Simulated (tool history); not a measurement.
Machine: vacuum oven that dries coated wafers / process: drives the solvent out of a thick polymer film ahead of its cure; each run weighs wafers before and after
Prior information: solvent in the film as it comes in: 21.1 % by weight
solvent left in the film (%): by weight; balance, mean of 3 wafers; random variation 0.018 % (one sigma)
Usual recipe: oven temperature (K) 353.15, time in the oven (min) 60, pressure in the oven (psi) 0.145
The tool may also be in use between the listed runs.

| run | hour | oven temperature (K) | time in the oven (min) | pressure in the oven (psi) | solvent left in the film (%) |
|---|---|---|---|---|---|
| 1 | 0 | 353.15 | 60 | 0.145 | 4.34 |
| 2 | 11.6 | 353.15 | 38 | 0.145 | 6.93 |
| 3 | 35.8 | 353.15 | 38 | 0.145 | 6.85 |
| 4 | 57.6 | 353.15 | 60 | 0.292 | 5.33 |
| 5 | 81 | 353.15 | 60 | 0.579 | 7.18 |
| 6 | 100.1 | 353.15 | 60 | 0.16 | 4.4 |
| 7 | 115.1 | 353.15 | 60 | 0.345 | 5.68 |
| 8 | 135.5 | 353.15 | 60 | 0.345 | 5.66 |
| 9 | 147.6 | 353.15 | 60 | 0.145 | 4.35 |
| 10 | 166 | 360.15 | 60 | 0.145 | 2.05 |
| 11 | 183.4 | 360.15 | 60 | 0.145 | 2.06 |
| 12 | 207.3 | 353.15 | 80 | 0.145 | 3 |
| 13 | 230.7 | 353.15 | 80 | 0.151 | 3.06 |
| 14 | 242.1 | 353.15 | 60 | 0.354 | 5.72 |
| 15 | 265.9 | 353.15 | 60 | 0.354 | 5.7 |
| 16 | 288.1 | 353.15 | 43 | 0.354 | 7.4 |
| 17 | 300.2 | 353.15 | 43 | 0.354 | 7.35 |
| 18 | 315.4 | 353.15 | 60 | 0.258 | 5.06 |
| 19 | 330.1 | 353.15 | 51 | 0.145 | 5.22 |
| 20 | 344.1 | 360.15 | 60 | 0.145 | 2.01 |
| 21 | 362.1 | 353.15 | 60 | 0.145 | 4.33 |
| 22 | 373.9 | 353.15 | 60 | 0.145 | 4.31 |
| 23 | 393.6 | 353.15 | 60 | 0.145 | 4.35 |
| 24 | 404.1 | 353.15 | 60 | 0.145 | 4.33 |
| 25 | 422.6 | 343.15 | 60 | 0.22 | 9.5 |
| 26 | 436.4 | 343.15 | 60 | 0.22 | 9.46 |
| 27 | 448.2 | 343.15 | 60 | 0.22 | 9.45 |
| 28 | 464.5 | 357.15 | 79 | 0.145 | 1.95 |
| 29 | 481.8 | 347.15 | 49 | 0.145 | 8.19 |
| 30 | 505.8 | 347.15 | 67 | 0.286 | 7.47 |
| 31 | 529.2 | 358.15 | 60 | 0.145 | 2.56 |
| 32 | 549.3 | 364.15 | 102 | 0.145 | 0.79 |
| 33 | 573.3 | 366.15 | 60 | 0.255 | 1.52 |
| 34 | 583.8 | 353.15 | 46 | 0.145 | 5.81 |
| 35 | 596 | 356.15 | 73 | 0.215 | 2.88 |
| 36 | 614.9 | 354.15 | 43 | 0.534 | 8.01 |
| 37 | 629.8 | 345.15 | 46 | 0.206 | 9.87 |
| 38 | 642.8 | 360.15 | 106 | 0.225 | 1.49 |
| 39 | 661.1 | 360.15 | 106 | 0.225 | 1.49 |
| 40 | 677.9 | 357.15 | 71 | 0.468 | 4.31 |
| 41 | 692.9 | 353.15 | 95 | 0.077 | 1.86 |
| 42 | 705.5 | 344.15 | 78 | 0.145 | 6.91 |
| 43 | 721.1 | 344.15 | 78 | 0.145 | 6.92 |
| 44 | 736.4 | 338.15 | 78 | 0.283 | 11.06 |
| 45 | 759.2 | 338.15 | 105 | 0.579 | 12.57 |
| 46 | 783.9 | 338.15 | 105 | 0.579 | 12.59 |
|  | 804 | oven's thermocouples calibrated |
| 47 | 811.1 | 341.15 | 105 | 0.36 | 8.82 |

What if the next run were any one of these 4? Each begins from the tool's condition after run 47:
| A | 828.4 | 348.15 | 71 | 0.36 | ? |
| B | 828.4 | 342.15 | 64 | 0.142 | ? |
| C | 828.4 | 350.15 | 60 | 0.468 | ? |
| D | 828.4 | 345.15 | 30 | 0.096 | ? |

| run | solvent left in the film (%) |
|---|---|
| A | 7.24 |
| B | 9.04 |
| C | 7.93 |
| D | 11.49 |
With the hidden condition removed and each run's random variation left untouched, the same runs would have given:
| run | solvent left in the film (%) |
|---|---|
| A | 7.23 |
| B | 9.03 |
| C | 7.92 |
| D | 11.48 |
